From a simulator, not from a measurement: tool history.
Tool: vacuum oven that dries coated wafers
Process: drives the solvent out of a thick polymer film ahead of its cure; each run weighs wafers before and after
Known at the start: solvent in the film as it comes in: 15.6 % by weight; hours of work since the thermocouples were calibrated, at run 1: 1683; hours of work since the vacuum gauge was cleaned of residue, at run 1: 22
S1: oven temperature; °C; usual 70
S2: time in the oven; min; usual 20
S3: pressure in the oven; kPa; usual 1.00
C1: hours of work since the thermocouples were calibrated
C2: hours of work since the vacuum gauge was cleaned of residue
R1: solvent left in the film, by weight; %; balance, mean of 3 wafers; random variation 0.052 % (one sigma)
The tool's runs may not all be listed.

Run 1, day 0.000: usual settings; C1 1683; C2 22. Result: R1 1.68 %.
Run 2, day 0.396: usual settings; C1 1689; C2 28. Result: R1 1.67 %.
Run 3, day 0.858: usual settings but S3 2.77 kPa; C1 1697; C2 36. Result: R1 3.70 %.
Run 4, day 1.367: usual settings but S3 2.77 kPa; C1 1705; C2 44. Result: R1 3.65 %.
Run 5, day 1.658: usual settings but S3 2.77 kPa; C1 1709; C2 48. Result: R1 3.72 %.
Run 6, day 1.942: usual settings but S3 2.77 kPa; C1 1714; C2 53. Result: R1 3.72 %.
Run 7, day 2.283: usual settings but S3 0.94 kPa; C1 1719; C2 58. Result: R1 1.63 %.
Run 8, day 2.633: usual settings but S2 29 min; C1 1725; C2 64. Result: R1 1.38 %.
Run 9, day 3.021: usual settings but S2 29 min; C1 1731; C2 70. Result: R1 1.40 %.
Run 10, day 3.350: usual settings but S2 29 min; C1 1736; C2 75. Result: R1 1.30 %.
Run 11, day 3.792: usual settings but S2 29 min; C1 1743; C2 82. Result: R1 1.34 %.
Run 12, day 4.071: usual settings but S2 29 min; C1 1747; C2 86. Result: R1 1.36 %.
Run 13, day 4.412: usual settings; C1 1753; C2 92. Result: R1 1.78 %.
Run 14, day 4.779: usual settings but S1 75 °C; C1 1758; C2 97. Result: R1 1.24 %.
Run 15, day 5.067: usual settings; C1 1763; C2 102. Result: R1 1.69 %.
Run 16, day 5.458: usual settings but S1 72 °C; C1 1769; C2 108. Result: R1 1.50 %.
Run 17, day 5.688: usual settings but S1 72 °C; C1 1773; C2 112. Result: R1 1.49 %.
Run 18, day 6.108: usual settings but S1 72 °C; C1 1779; C2 118. Result: R1 1.52 %.
Run 19, day 6.429: usual settings; C1 1784; C2 123. Result: R1 1.66 %.
At day 6.608: oven's thermocouples calibrated.
Run 20, day 7.017: usual settings; C1 6; C2 131. Result: R1 1.53 %.
Run 21, day 7.546: usual settings; C1 15; C2 139. Result: R1 1.58 %.
Run 22, day 8.075: usual settings; C1 23; C2 148. Result: R1 1.65 %.
Run 23, day 8.371: usual settings; C1 28; C2 152. Result: R1 1.64 %.
Run 24, day 8.812: usual settings but S1 64 °C, S3 2.66 kPa; C1 35; C2 159. Result: R1 4.58 %.
Run 25, day 9.112: usual settings but S1 77 °C, S2 16 min, S3 0.69 kPa; C1 39; C2 164. Result: R1 0.90 %.
Run 26, day 9.492: usual settings but S1 77 °C, S2 16 min, S3 0.69 kPa; C1 45; C2 170. Result: R1 0.94 %.
Run 27, day 10.021: usual settings but S1 77 °C, S2 16 min, S3 0.69 kPa; C1 54; C2 178. Result: R1 0.96 %.
Run 28, day 10.558: usual settings but S1 77 °C, S2 22 min, S3 0.69 kPa; C1 62; C2 187. Result: R1 0.67 %.
Run 29, day 11.088: usual settings but S1 75 °C, S2 27 min, S3 1.01 kPa; C1 70; C2 195. Result: R1 1.01 %.
Run 30, day 11.412: usual settings but S1 57 °C, S2 22 min, S3 1.81 kPa; C1 76; C2 200. Result: R1 5.16 %.
Run 31, day 11.750: usual settings but S1 69 °C, S2 33 min, S3 1.07 kPa; C1 81; C2 206. Result: R1 1.31 %.
Run 32, day 12.162: usual settings but S1 55 °C, S2 22 min, S3 0.82 kPa; C1 87; C2 212. Result: R1 3.85 %.
Run 33, day 12.438: usual settings but S1 76 °C, S2 29 min, S3 1.31 kPa; C1 92; C2 216. Result: R1 1.13 %.
Run 34, day 12.888: usual settings but S1 78 °C, S2 33 min, S3 0.52 kPa; C1 99; C2 223. Result: R1 0.48 %.
Run 35, day 13.112: usual settings; C1 102; C2 227. Result: R1 1.66 %.
Run 36, day 13.617: usual settings but S2 33 min, S3 1.14 kPa; C1 110; C2 235. Result: R1 1.32 %.
Run 37, day 13.846: usual settings but S1 57 °C, S2 10 min, S3 2.06 kPa; C1 114; C2 239. Result: R1 8.30 %.
Run 38, day 14.117: usual settings but S1 84 °C, S2 12 min, S3 0.84 kPa; C1 118; C2 243. Result: R1 0.84 %.
Run 39, day 14.425: usual settings but S1 61 °C, S3 2.00 kPa; C1 123; C2 248. Result: R1 4.61 %.
Run 40, day 14.792: usual settings but S2 21 min, S3 1.04 kPa; C1 129; C2 253. Result: R1 1.62 %.
Run 41, day 15.250: usual settings but S1 80 °C, S2 19 min; C1 136; C2 261. Result: R1 0.90 %.
Run 42, day 15.512: usual settings but S1 80 °C, S2 19 min; C1 140; C2 265. Result: R1 0.85 %.
Run 43, day 15.738: usual settings but S1 67 °C, S2 25 min, S3 1.47 kPa; C1 144; C2 268. Result: R1 2.31 %.
Run 44, day 16.133: usual settings but S1 67 °C, S2 25 min, S3 1.47 kPa; C1 150; C2 274. Result: R1 2.25 %.
Run 45, day 16.454: usual settings but S1 81 °C, S2 25 min, S3 1.02 kPa; C1 155; C2 279. Result: R1 0.80 %.
Run 46, day 16.817: usual settings but S1 66 °C, S2 19 min, S3 0.53 kPa; C1 161; C2 285. Result: R1 1.70 %.

Some steps in R1 between neighbouring runs. How much of each would the tool show without its hidden state too (settings, what came in, random variation), and how much is left for the hidden state, with any gauge scatter that isn't in both results?
The hidden state here: true wafer temperature over the reading, C; true pressure over the reading, kPa; drift of the gauge itself on solvent_pct, %.
Run 19 -> 20: oven's thermocouples calibrated. R1 -0.13 %: hidden state -0.18, all else +0.05.
Run 29 -> 30: S1 75 -> 57, S2 27 -> 22, S3 1.01 -> 1.81. R1 +4.15 %: hidden state +0.16, all else +3.99.
Run 36 -> 37: S1 70 -> 57, S2 33 -> 10, S3 1.14 -> 2.06. R1 +6.98 %: hidden state +0.13, all else +6.85.
Run 37 -> 38: S1 57 -> 84, S2 10 -> 12, S3 2.06 -> 0.84. R1 -7.46 %: hidden state -0.17, all else -7.29.
